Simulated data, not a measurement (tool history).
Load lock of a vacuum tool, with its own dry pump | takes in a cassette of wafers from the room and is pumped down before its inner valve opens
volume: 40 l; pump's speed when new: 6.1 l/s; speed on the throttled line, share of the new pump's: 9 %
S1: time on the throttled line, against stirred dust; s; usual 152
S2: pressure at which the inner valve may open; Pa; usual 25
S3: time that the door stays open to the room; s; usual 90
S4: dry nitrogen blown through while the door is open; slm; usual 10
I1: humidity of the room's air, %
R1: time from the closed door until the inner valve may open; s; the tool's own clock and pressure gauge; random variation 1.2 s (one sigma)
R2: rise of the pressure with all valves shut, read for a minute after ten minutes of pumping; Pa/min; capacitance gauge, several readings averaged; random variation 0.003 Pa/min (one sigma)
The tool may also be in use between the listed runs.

run     day   S1  S2  S3  S4    I1     R1     R2
  1   0.000  152  25  90  10  43.6  193.0  0.061
  2   3.450  152  25  90  10  44.4  196.0  0.064
  3   5.325  152  19  90  10  44.9  196.9  0.066
  4   6.958  152  19  90  10  44.9  196.4  0.070
  5   9.167  152  25  90  38  44.0  194.3  0.048
  6  12.508  197  25  90  10  45.5  235.0  0.068
  7  14.279  197  25  90  10  43.4  234.3  0.066
  8  16.996  197  25  90  10  45.7  232.8  0.071
  9  20.875  197  25  90  10  43.8  233.8  0.073
 10  24.308  197  25  90  10  44.5  234.7  0.070
 11  26.225  197  25  90  10  43.5  235.4  0.063
 12  29.329  197  25  90  10  46.1  239.1  0.076
 13  31.150  197  25  90  10  44.8  234.5  0.067
 14  34.067  197  20  74  10  44.9  239.8  0.062
 15  36.871  197  20  74  10  46.5  236.7  0.072

Forecast run 16:
 16  40.333  152  25  73  10  43.0   ?   ?

R1: 194.1 s
R2: 0.065 Pa/min
Without the tool's hidden state the same run would have given R1 191.9 s, R2 0.038 Pa/min.
